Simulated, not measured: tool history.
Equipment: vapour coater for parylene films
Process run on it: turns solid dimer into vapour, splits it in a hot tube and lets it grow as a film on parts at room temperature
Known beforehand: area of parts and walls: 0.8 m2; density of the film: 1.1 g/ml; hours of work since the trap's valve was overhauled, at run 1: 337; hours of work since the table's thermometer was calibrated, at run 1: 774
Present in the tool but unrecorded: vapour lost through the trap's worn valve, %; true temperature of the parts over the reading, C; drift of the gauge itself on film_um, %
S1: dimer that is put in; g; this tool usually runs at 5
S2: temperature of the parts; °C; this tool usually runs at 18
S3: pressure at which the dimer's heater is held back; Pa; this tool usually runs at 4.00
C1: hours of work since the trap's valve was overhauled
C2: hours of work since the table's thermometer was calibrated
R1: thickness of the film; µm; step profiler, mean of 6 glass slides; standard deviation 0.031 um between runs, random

run,hour,S1,S2,S3,C1,C2,R1
1,0.0,5,18,4.00,337,774,2.47
2,55.9,5,18,4.00,368,804,2.47
3,86.2,5,18,4.00,384,821,2.47
# hour 99.9: trap's valve overhauled
4,135.3,5,18,4.00,19,845,2.91
5,193.5,5,18,4.00,50,877,2.87
6,238.4,5,18,4.00,75,901,2.82
7,293.4,5,18,4.00,104,930,2.80
8,356.8,5,18,7.90,139,965,2.46
9,421.9,3,18,4.00,174,1000,1.61
10,470.5,5,27,4.00,200,1026,2.00
11,512.5,5,18,4.00,223,1049,2.65
12,549.6,5,18,9.72,243,1069,2.23
13,619.8,5,18,11.07,280,1107,2.13
14,654.8,5,18,4.00,299,1125,2.59
15,695.1,5,18,4.00,321,1147,2.54
16,741.7,5,18,4.00,346,1172,2.54
17,782.6,5,18,2.08,368,1194,2.82
# hour 823.9: trap's valve overhauled
18,843.3,2,15,2.08,10,1225,1.47
19,875.6,3,22,4.00,28,1242,1.48
20,936.0,8,18,2.26,60,1275,5.09
21,972.6,8,18,2.26,80,1295,5.00
22,1015.9,8,18,2.26,104,1318,4.94
23,1069.0,3,19,5.05,132,1347,1.56
24,1120.0,3,14,8.62,160,1374,1.59
25,1163.8,3,14,8.62,183,1398,1.66
26,1229.2,7,12,6.22,219,1433,4.22
27,1262.3,7,26,3.35,237,1451,2.88
28,1299.7,5,18,8.25,257,1471,2.34
29,1334.7,5,13,4.00,276,1490,3.07
30,1402.0,7,18,4.75,312,1526,3.46
31,1446.4,7,18,4.75,336,1550,3.40
32,1496.7,7,14,6.57,363,1578,3.65
# hour 1548.5: trap's valve overhauled
33,1565.5,5,18,4.00,9,1612,2.88

Predict each of these 4 candidate next runs independently; none follows another, all start after run 33:
A,1602.9,9,18,4.00,29,1633,?
B,1602.9,4,19,4.74,29,1633,?
C,1602.9,6,18,4.00,29,1633,?
D,1602.9,5,19,11.44,29,1633,?

run,R1
A,5.09
B,2.12
C,3.42
D,2.24
The same runs, with their run-to-run variation unchanged, on a tool lacking any hidden condition would have given:
run,R1
A,5.31
B,2.21
C,3.57
D,2.33
